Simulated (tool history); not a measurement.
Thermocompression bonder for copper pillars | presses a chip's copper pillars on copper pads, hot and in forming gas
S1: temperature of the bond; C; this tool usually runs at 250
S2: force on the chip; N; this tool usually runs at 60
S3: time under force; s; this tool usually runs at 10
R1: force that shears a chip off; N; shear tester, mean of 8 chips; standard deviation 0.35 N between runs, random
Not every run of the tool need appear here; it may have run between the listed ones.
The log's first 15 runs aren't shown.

run	hour	S1	S2	S3	R1
# hour 124.2: forming gas filter changed
16	127.6	250	51	8	47.8
17	133.7	250	43	10	46.4
18	145.3	250	43	10	46.3
19	156.3	271	60	10	72.8
20	166.7	271	60	10	73.1
21	179.8	273	65	9	75.8
# hour 187.3: force cell calibrated, once more
22	192.5	273	65	9	74.6
23	201.5	273	65	9	73.5
24	211.8	273	65	9	74.3
25	223.8	273	76	28	95.8
26	232.3	251	47	30	69.1
27	243.4	278	70	30	96.0

Run 28 has not been measured yet. What should we expect?
28	255.9	278	70	30	?

{"run 28": {"R1": 96.2}}
The same run, on a tool lacking any hidden state, would have yielded R1 97.9 N.
